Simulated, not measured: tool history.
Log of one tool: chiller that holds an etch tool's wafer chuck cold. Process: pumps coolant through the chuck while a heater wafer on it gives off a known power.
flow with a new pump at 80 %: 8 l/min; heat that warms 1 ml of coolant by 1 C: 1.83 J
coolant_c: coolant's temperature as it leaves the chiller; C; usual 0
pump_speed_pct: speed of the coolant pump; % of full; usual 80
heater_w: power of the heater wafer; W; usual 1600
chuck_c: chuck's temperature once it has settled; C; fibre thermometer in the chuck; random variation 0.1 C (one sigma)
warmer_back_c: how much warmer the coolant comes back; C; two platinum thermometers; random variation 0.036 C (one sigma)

run	hour	coolant_c	pump_speed_pct	heater_w	chuck_c	warmer_back_c
1	0	0	80	1600	20.7	6.58
2	24.2	0	95	1600	17.8	5.49
3	57.7	0	95	1600	17.5	5.41
4	93.5	0	80	1600	20.7	6.53
5	138	0	80	1600	20.7	6.38
6	180.7	0	80	1600	20.8	6.43
7	210.2	0	80	1600	20.8	6.47
8	230.7	0	67	1600	24.6	7.85
9	274.4	0	80	1600	20.8	6.33
10	301.8	0	66	871	13.6	4.22
11	335.5	-7	66	1332	13.8	6.5
# hour 360.2: coolant changed, channels flushed
12	375.7	-7	66	1332	13.7	6.45
13	404.2	-7	90	1503	10.5	5.15
14	439.6	9	70	2181	41.1	10.09
15	479.5	9	70	2181	40.9	9.97
16	511.8	9	70	2181	41	9.97
17	539.1	1	72	2188	32.4	9.68

Forecast each of these 4 alternatives for the next run:
# hour 541.2: gauge calibrated
A	578.2	-7	63	1626	?	?
# hour 541.2: gauge calibrated
B	578.2	6	76	899	?	?
# hour 541.2: gauge calibrated
C	578.2	-5	61	1290	?	?
# hour 541.2: gauge calibrated
D	578.2	0	72	1439	?	?

run	chuck_c	warmer_back_c
A	19.4	8.62
B	18.1	3.86
C	16.7	7.13
D	20.5	6.64
Without the tool's hidden state the same runs would have given:
run	chuck_c	warmer_back_c
A	19.4	8.65
B	18.1	3.89
C	16.7	7.16
D	20.5	6.67
